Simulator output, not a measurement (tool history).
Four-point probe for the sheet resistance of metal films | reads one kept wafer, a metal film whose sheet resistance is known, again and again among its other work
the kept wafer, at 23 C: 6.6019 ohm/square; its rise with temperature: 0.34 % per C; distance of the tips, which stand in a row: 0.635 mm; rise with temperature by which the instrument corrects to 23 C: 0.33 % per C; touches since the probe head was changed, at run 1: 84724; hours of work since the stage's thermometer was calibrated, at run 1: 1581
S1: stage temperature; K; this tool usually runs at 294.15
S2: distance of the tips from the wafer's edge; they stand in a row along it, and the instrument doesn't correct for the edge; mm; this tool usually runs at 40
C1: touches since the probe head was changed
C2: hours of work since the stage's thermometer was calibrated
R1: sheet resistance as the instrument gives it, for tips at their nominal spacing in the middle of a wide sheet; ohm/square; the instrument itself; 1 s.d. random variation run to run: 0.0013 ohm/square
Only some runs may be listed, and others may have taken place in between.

run 1 hour=0 | S1=294.15 S2=40 | C1=84724 C2=1581 | R1=6.63645
run 2 hour=66.7 | S1=294.15 S2=40 | C1=86044 C2=1631 | R1=6.636311
-- hour=101.2 stage's thermometer calibrated
run 3 hour=152.3 | S1=294.15 S2=29 | C1=87726 C2=38 | R1=6.649981
run 4 hour=214.5 | S1=294.15 S2=28 | C1=88958 C2=84 | R1=6.648112
run 5 hour=262.2 | S1=294.15 S2=36 | C1=89903 C2=120 | R1=6.651912
run 6 hour=314.1 | S1=294.15 S2=40 | C1=90928 C2=159 | R1=6.651467
run 7 hour=380.5 | S1=294.15 S2=40 | C1=92242 C2=208 | R1=6.648973
run 8 hour=444.7 | S1=294.15 S2=40 | C1=93512 C2=256 | R1=6.649761
run 9 hour=553.1 | S1=294.15 S2=40 | C1=95658 C2=337 | R1=6.648774
run 10 hour=661.5 | S1=294.15 S2=40 | C1=97803 C2=418 | R1=6.650696
run 11 hour=706.4 | S1=302.15 S2=40 | C1=98690 C2=451 | R1=6.655566
run 12 hour=759.3 | S1=302.15 S2=40 | C1=99737 C2=491 | R1=6.65198
run 13 hour=836.1 | S1=302.15 S2=40 | C1=101256 C2=548 | R1=6.65123
run 14 hour=880.8 | S1=302.15 S2=40 | C1=102142 C2=581 | R1=6.654419
run 15 hour=974.1 | S1=302.15 S2=40 | C1=103986 C2=651 | R1=6.653583
run 16 hour=1078.3 | S1=294.15 S2=40 | C1=106049 C2=729 | R1=6.649649
run 17 hour=1162.6 | S1=294.15 S2=40 | C1=107717 C2=791 | R1=6.648045
run 18 hour=1238.2 | S1=294.15 S2=40 | C1=109211 C2=848 | R1=6.650863
run 19 hour=1345.1 | S1=294.15 S2=40 | C1=111328 C2=928 | R1=6.647736
run 20 hour=1410.3 | S1=292.15 S2=10 | C1=112617 C2=976 | R1=6.661576
run 21 hour=1466.2 | S1=295.15 S2=5 | C1=113724 C2=1018 | R1=6.707226
run 22 hour=1569.8 | S1=295.15 S2=14 | C1=115772 C2=1095 | R1=6.654819
run 23 hour=1650.3 | S1=298.15 S2=7 | C1=117365 C2=1155 | R1=6.679433
run 24 hour=1706.3 | S1=294.15 S2=3 | C1=118473 C2=1197 | R1=6.805678
run 25 hour=1808.6 | S1=294.15 S2=3 | C1=120497 C2=1273 | R1=6.804194
run 26 hour=1857.1 | S1=296.15 S2=3 | C1=121457 C2=1309 | R1=6.807895
run 27 hour=1904.6 | S1=295.15 S2=4 | C1=122396 C2=1345 | R1=6.738508
run 28 hour=1949.5 | S1=291.15 S2=62 | C1=123285 C2=1378 | R1=6.649174
run 29 hour=1995.7 | S1=292.15 S2=40 | C1=124199 C2=1413 | R1=6.648446
run 30 hour=2061 | S1=291.15 S2=5 | C1=125492 C2=1461 | R1=6.703249
run 31 hour=2146.9 | S1=302.15 S2=53 | C1=127191 C2=1525 | R1=6.652217
run 32 hour=2197.2 | S1=302.15 S2=8 | C1=128187 C2=1563 | R1=6.676275
run 33 hour=2281.3 | S1=302.15 S2=8 | C1=129850 C2=1626 | R1=6.675084

Same runs, no hidden state in the tool, same run-to-run variation:
Hidden state present: inner tips' distance over the nominal, %; tips' flats over new ones', %; wafer's true temperature over the reading, C; drift of the gauge itself on sheet_ohm, %.
run=1 R1=6.601798
run=2 R1=6.601624
run=3 R1=6.602158
run=4 R1=6.60027
run=5 R1=6.604032
run=6 R1=6.603577
run=7 R1=6.601141
run=8 R1=6.601938
run=9 R1=6.60091
run=10 R1=6.602854
run=11 R1=6.607633
run=12 R1=6.604078
run=13 R1=6.603277
run=14 R1=6.606434
run=15 R1=6.605614
run=16 R1=6.601867
run=17 R1=6.600291
run=18 R1=6.603093
run=19 R1=6.599908
run=20 R1=6.613736
run=21 R1=6.659052
run=22 R1=6.606947
run=23 R1=6.631256
run=24 R1=6.756782
run=25 R1=6.755279
run=26 R1=6.758858
run=27 R1=6.689967
run=28 R1=6.601343
run=29 R1=6.600586
run=30 R1=6.655039
run=31 R1=6.60395
run=32 R1=6.627794
run=33 R1=6.626553
